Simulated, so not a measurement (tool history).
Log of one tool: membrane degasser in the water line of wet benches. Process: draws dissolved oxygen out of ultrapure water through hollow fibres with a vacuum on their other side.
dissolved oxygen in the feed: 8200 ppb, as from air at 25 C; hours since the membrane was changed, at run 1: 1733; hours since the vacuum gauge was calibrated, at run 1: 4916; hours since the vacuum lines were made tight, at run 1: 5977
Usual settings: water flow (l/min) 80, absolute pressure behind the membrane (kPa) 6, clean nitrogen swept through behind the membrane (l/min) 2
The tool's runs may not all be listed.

run,hour,water flow (l/min),absolute pressure behind the membrane (kPa),clean nitrogen swept through behind the membrane (l/min),hours since the membrane was changed,hours since the vacuum gauge was calibrated,hours since the vacuum lines were made tight,dissolved oxygen in the water behind the degasser (ppb),pressure that the water loses in the fibres (kPa)
1,0,80,6,2,1733,4916,5977,259.7,65.12
2,25.2,80,6,2,1758,4942,6003,261.7,65.25
3,75,80,6,3.81,1808,4991,6052,164.4,64.84
4,124.2,76,6,3.81,1857,5040,6102,152.3,61.4
5,149.3,76,6,3.81,1883,5066,6127,150.6,61.78
6,184.2,80,6,4.83,1917,5101,6162,138.5,64.97
7,220.7,80,6,4.83,1954,5137,6198,138.7,64.87
8,258.6,80,6,4.83,1992,5175,6236,137.8,65.15
9,294.3,80,6,4.83,2028,5211,6272,139.6,64.91
10,342.2,80,6,4.83,2075,5259,6320,139.3,65.09
11,371.1,80,6,4.83,2104,5287,6348,138.2,65.22
12,409.5,80,6,4.83,2143,5326,6387,138,65.06
13,440.2,80,6,5.71,2173,5356,6418,123.4,65
14,489.3,103,6,2,2223,5406,6467,355.6,84.07
15,540.4,80,6,4.51,2274,5457,6518,145.1,64.9
16,563.6,80,6,4.51,2297,5480,6541,145.8,64.93
17,598.8,80,6,4.51,2332,5515,6576,145.6,65.48
18,631,104,4.64,4.22,2364,5547,6608,167.6,84.95
19,672.7,117,14.97,4.22,2406,5589,6650,766.8,95.52
20,726.3,126,14.97,1.57,2460,5643,6704,1518.9,103.04
21,761.4,126,14.97,1.57,2495,5678,6739,1525.2,102.62
22,800.3,126,14.97,1.57,2534,5717,6778,1516,102.66
23,842.2,74,8.6,2.15,2575,5759,6820,399.5,60.43
24,893.7,106,6,2,2627,5810,6871,375.3,86.52
25,946.1,107,9.66,5.31,2679,5862,6923,376,86.9
26,989.5,107,9.66,5.29,2723,5906,6967,375.8,86.68
27,1019.6,97,6,2,2753,5936,6997,331.4,79
28,1056.2,97,6,2,2789,5973,7034,332.7,79.26
29,1096.6,69,6,1.49,2830,6013,7074,276.5,56.23
30,1147.2,69,6,1.49,2880,6064,7125,277.3,56.3
31,1176.6,84,6,1.33,2910,6093,7154,361.9,68.49
32,1225.7,84,6,1.33,2959,6142,7203,363.6,68.42
33,1255.2,84,6,1.33,2988,6171,7233,364.1,68.34

Forecast each of these 3 alternatives for the next run:
A,1301.9,116,14.01,4.76,3035,6218,7279,?,?
B,1301.9,80,6,3.63,3035,6218,7279,?,?
C,1301.9,89,6.38,1.33,3035,6218,7279,?,?

run,dissolved oxygen in the water behind the degasser (ppb),pressure that the water loses in the fibres (kPa)
A,659.8,94.53
B,172.9,65.12
C,424.9,72.69
Without the tool's hidden state the same runs would have given:
run,dissolved oxygen in the water behind the degasser (ppb),pressure that the water loses in the fibres (kPa)
A,646.5,93.68
B,162.3,64.53
C,402.5,72.05
